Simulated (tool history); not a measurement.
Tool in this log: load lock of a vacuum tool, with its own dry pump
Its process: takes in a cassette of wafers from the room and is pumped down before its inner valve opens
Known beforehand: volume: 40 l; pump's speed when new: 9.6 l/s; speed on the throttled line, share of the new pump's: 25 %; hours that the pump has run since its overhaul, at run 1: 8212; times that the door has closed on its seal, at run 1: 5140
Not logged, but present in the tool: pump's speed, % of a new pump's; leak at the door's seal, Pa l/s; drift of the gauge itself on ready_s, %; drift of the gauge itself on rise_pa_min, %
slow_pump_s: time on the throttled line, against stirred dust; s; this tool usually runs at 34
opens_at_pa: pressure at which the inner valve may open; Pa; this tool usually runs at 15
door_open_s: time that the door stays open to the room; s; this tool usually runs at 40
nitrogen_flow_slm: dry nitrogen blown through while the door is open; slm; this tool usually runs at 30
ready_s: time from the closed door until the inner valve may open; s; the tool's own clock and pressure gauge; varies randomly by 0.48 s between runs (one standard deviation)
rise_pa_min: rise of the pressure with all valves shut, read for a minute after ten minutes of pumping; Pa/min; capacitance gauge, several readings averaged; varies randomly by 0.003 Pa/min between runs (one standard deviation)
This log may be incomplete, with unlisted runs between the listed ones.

run	hour	slow_pump_s	opens_at_pa	door_open_s	nitrogen_flow_slm	hours that the pump has run since its overhaul	times that the door has closed on its seal	incoming humidity of the room's air, %	ready_s	rise_pa_min
1	0	34	15	40	30	8212	5140	45.4	65.7	0.051
2	169.7	24	15	40	30	8382	5543	47	58.7	0.05
3	332.2	34	15	40	30	8544	5929	43.4	66.8	0.057
4	477	34	15	40	12	8689	6272	43	66.5	0.063
5	584.9	34	15	40	12	8797	6528	42.2	66.3	0.069
6	764.9	34	15	40	30	8977	6955	43.5	67.1	0.056
7	860.1	34	15	40	30	9072	7181	42.2	66.5	0.053
8	1022.7	34	15	40	30	9235	7567	43.7	67.1	0.06
9	1184.9	34	15	40	16	9397	7952	49	66.4	0.071
10	1263.8	34	15	40	16	9476	8139	46.4	67.9	0.076
11	1443.2	45	15	40	24	9655	8565	46.8	74.8	0.068
12	1564.8	45	15	227	24	9777	8853	48.2	74.8	0.12
13	1698.3	40	15	227	24	9910	9170	44.6	70.5	0.116
14	1875.5	18	15	30	30	10087	9590	48.1	56	0.068

Each row is a separate what-if for the run after 14, all from the same tool condition, not one after another. Results?
A	2053.7	49	21	68	30	10266	10013	47.4	?	?
B	2053.7	34	27	40	9	10266	10013	41.5	?	?
C	2053.7	18	13	30	17	10266	10013	43.4	?	?
D	2053.7	18	11	30	30	10266	10013	46.6	?	?
E	2053.7	18	15	40	30	10266	10013	49.7	?	?

run	ready_s	rise_pa_min
A	77	0.078
B	64.7	0.08
C	57.1	0.073
D	57.8	0.071
E	55.8	0.07
Without the tool's unlogged condition, the same runs would have read:
run	ready_s	rise_pa_min
A	73.1	0.039
B	60.4	0.041
C	51.5	0.033
D	52.1	0.031
E	50.2	0.031
